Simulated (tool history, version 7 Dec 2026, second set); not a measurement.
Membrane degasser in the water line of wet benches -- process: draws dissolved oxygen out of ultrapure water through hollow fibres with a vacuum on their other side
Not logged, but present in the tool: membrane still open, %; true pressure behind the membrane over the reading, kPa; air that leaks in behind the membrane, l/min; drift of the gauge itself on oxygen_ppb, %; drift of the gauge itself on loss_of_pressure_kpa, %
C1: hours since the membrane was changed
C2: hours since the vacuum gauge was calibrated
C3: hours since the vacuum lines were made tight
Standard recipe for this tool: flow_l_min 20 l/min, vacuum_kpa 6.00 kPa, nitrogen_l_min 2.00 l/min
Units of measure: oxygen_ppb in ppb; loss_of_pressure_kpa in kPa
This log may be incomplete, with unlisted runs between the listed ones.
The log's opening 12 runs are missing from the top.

run 13 hour=408.1 | flow_l_min=20 vacuum_kpa=6.00 nitrogen_l_min=1.63 | C1=1023 C2=5537 C3=6768 | oxygen_ppb=192.0 loss_of_pressure_kpa=45.32
run 14 hour=435.8 | flow_l_min=20 vacuum_kpa=6.00 nitrogen_l_min=2.86 | C1=1051 C2=5565 C3=6796 | oxygen_ppb=160.9 loss_of_pressure_kpa=45.18
run 15 hour=462.9 | flow_l_min=20 vacuum_kpa=14.44 nitrogen_l_min=2.00 | C1=1078 C2=5592 C3=6823 | oxygen_ppb=363.6 loss_of_pressure_kpa=45.18
run 16 hour=501.2 | flow_l_min=20 vacuum_kpa=14.44 nitrogen_l_min=2.00 | C1=1116 C2=5630 C3=6861 | oxygen_ppb=366.9 loss_of_pressure_kpa=45.38
run 17 hour=550.8 | flow_l_min=20 vacuum_kpa=14.44 nitrogen_l_min=2.00 | C1=1166 C2=5680 C3=6911 | oxygen_ppb=367.8 loss_of_pressure_kpa=45.12
run 18 hour=578.0 | flow_l_min=16 vacuum_kpa=6.00 nitrogen_l_min=1.07 | C1=1193 C2=5707 C3=6938 | oxygen_ppb=162.1 loss_of_pressure_kpa=36.57
-- hour=582.0 vacuum gauge calibrated
run 19 hour=613.4 | flow_l_min=16 vacuum_kpa=11.93 nitrogen_l_min=2.98 | C1=1228 C2=31 C3=6973 | oxygen_ppb=175.8 loss_of_pressure_kpa=36.18
run 20 hour=645.2 | flow_l_min=13 vacuum_kpa=12.04 nitrogen_l_min=5.89 | C1=1260 C2=63 C3=7005 | oxygen_ppb=78.8 loss_of_pressure_kpa=29.41
run 21 hour=689.9 | flow_l_min=22 vacuum_kpa=8.92 nitrogen_l_min=1.81 | C1=1304 C2=108 C3=7050 | oxygen_ppb=311.4 loss_of_pressure_kpa=49.94
run 22 hour=716.0 | flow_l_min=22 vacuum_kpa=8.92 nitrogen_l_min=1.81 | C1=1331 C2=134 C3=7076 | oxygen_ppb=310.4 loss_of_pressure_kpa=50.28
-- hour=738.6 vacuum gauge calibrated, once more
run 23 hour=753.4 | flow_l_min=15 vacuum_kpa=6.00 nitrogen_l_min=1.64 | C1=1367 C2=15 C3=7113 | oxygen_ppb=107.0 loss_of_pressure_kpa=34.00
run 24 hour=796.9 | flow_l_min=28 vacuum_kpa=4.59 nitrogen_l_min=4.57 | C1=1411 C2=58 C3=7156 | oxygen_ppb=272.8 loss_of_pressure_kpa=63.71
run 25 hour=843.9 | flow_l_min=20 vacuum_kpa=5.77 nitrogen_l_min=4.44 | C1=1458 C2=105 C3=7203 | oxygen_ppb=135.5 loss_of_pressure_kpa=45.49
run 26 hour=880.5 | flow_l_min=29 vacuum_kpa=11.41 nitrogen_l_min=3.40 | C1=1495 C2=142 C3=7240 | oxygen_ppb=416.3 loss_of_pressure_kpa=66.33
run 27 hour=922.3 | flow_l_min=21 vacuum_kpa=7.15 nitrogen_l_min=2.00 | C1=1536 C2=184 C3=7282 | oxygen_ppb=222.0 loss_of_pressure_kpa=47.88
run 28 hour=973.1 | flow_l_min=21 vacuum_kpa=7.15 nitrogen_l_min=2.00 | C1=1587 C2=235 C3=7332 | oxygen_ppb=220.2 loss_of_pressure_kpa=47.86
run 29 hour=1024.1 | flow_l_min=20 vacuum_kpa=7.15 nitrogen_l_min=1.23 | C1=1638 C2=285 C3=7383 | oxygen_ppb=252.8 loss_of_pressure_kpa=45.86
run 30 hour=1052.2 | flow_l_min=20 vacuum_kpa=7.15 nitrogen_l_min=1.23 | C1=1666 C2=314 C3=7411 | oxygen_ppb=251.3 loss_of_pressure_kpa=46.05
run 31 hour=1100.6 | flow_l_min=17 vacuum_kpa=5.25 nitrogen_l_min=2.37 | C1=1715 C2=362 C3=7460 | oxygen_ppb=105.1 loss_of_pressure_kpa=38.99
run 32 hour=1132.7 | flow_l_min=20 vacuum_kpa=14.71 nitrogen_l_min=0.82 | C1=1747 C2=394 C3=7492 | oxygen_ppb=682.3 loss_of_pressure_kpa=46.03
run 33 hour=1156.3 | flow_l_min=14 vacuum_kpa=14.85 nitrogen_l_min=2.23 | C1=1770 C2=418 C3=7516 | oxygen_ppb=214.6 loss_of_pressure_kpa=32.06

Here are 3 independent what-if runs from the current tool condition. What would each one return?
run A hour=1201.3 | flow_l_min=32 vacuum_kpa=14.85 nitrogen_l_min=2.23 | C1=1815 C2=463 C3=7561 | oxygen_ppb=? loss_of_pressure_kpa=?
run B hour=1201.3 | flow_l_min=15 vacuum_kpa=14.85 nitrogen_l_min=2.05 | C1=1815 C2=463 C3=7561 | oxygen_ppb=? loss_of_pressure_kpa=?
run C hour=1201.3 | flow_l_min=14 vacuum_kpa=9.50 nitrogen_l_min=1.97 | C1=1815 C2=463 C3=7561 | oxygen_ppb=? loss_of_pressure_kpa=?

run=A oxygen_ppb=671.7 loss_of_pressure_kpa=72.81
run=B oxygen_ppb=247.9 loss_of_pressure_kpa=34.07
run=C oxygen_ppb=144.0 loss_of_pressure_kpa=31.69
With the hidden condition removed and each run's random variation left untouched, the same runs would have given:
run=A oxygen_ppb=658.1 loss_of_pressure_kpa=71.88
run=B oxygen_ppb=242.8 loss_of_pressure_kpa=33.63
run=C oxygen_ppb=140.4 loss_of_pressure_kpa=31.28
